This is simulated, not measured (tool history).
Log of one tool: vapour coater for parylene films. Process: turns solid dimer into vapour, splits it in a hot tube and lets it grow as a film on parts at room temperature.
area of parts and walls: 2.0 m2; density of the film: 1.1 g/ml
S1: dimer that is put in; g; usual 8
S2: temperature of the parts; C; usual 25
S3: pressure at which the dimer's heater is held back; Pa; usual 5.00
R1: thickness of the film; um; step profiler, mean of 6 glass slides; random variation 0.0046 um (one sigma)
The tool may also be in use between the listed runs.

Run 1, hour 0.0: usual settings. Result: R1 2.116 um.
Run 2, hour 15.4: usual settings. Result: R1 2.110 um.
Run 3, hour 34.8: usual settings. Result: R1 2.121 um.
Run 4, hour 53.6: usual settings. Result: R1 2.112 um.
Run 5, hour 74.5: usual settings. Result: R1 2.122 um.
Run 6, hour 92.8: usual settings. Result: R1 2.105 um.
Run 7, hour 116.9: usual settings but S2 36 C, S3 8.13 Pa. Result: R1 1.223 um.
Run 8, hour 138.2: usual settings but S2 18 C, S3 11.14 Pa. Result: R1 2.711 um.
Run 9, hour 161.7: usual settings but S2 18 C, S3 11.14 Pa. Result: R1 2.704 um.
Run 10, hour 186.3: usual settings but S2 18 C, S3 11.14 Pa. Result: R1 2.700 um.
Run 11, hour 196.5: usual settings but S1 4 g, S2 33 C, S3 11.14 Pa. Result: R1 0.679 um.

3 ways to go on from here, each from the tool as it stands after run 11. What would each give?
Run A, hour 209.5: usual settings but S2 36 C, S3 11.14 Pa. Result: R1 ?.
Run B, hour 209.5: usual settings but S1 5 g, S2 24 C, S3 6.11 Pa. Result: R1 ?.
Run C, hour 209.5: usual settings but S1 7 g, S2 24 C, S3 5.49 Pa. Result: R1 ?.

run     R1
  A  1.187
  B  1.349
  C  1.900
Without the tool's hidden state the same runs would have given:
run     R1
  A  1.198
  B  1.362
  C  1.920

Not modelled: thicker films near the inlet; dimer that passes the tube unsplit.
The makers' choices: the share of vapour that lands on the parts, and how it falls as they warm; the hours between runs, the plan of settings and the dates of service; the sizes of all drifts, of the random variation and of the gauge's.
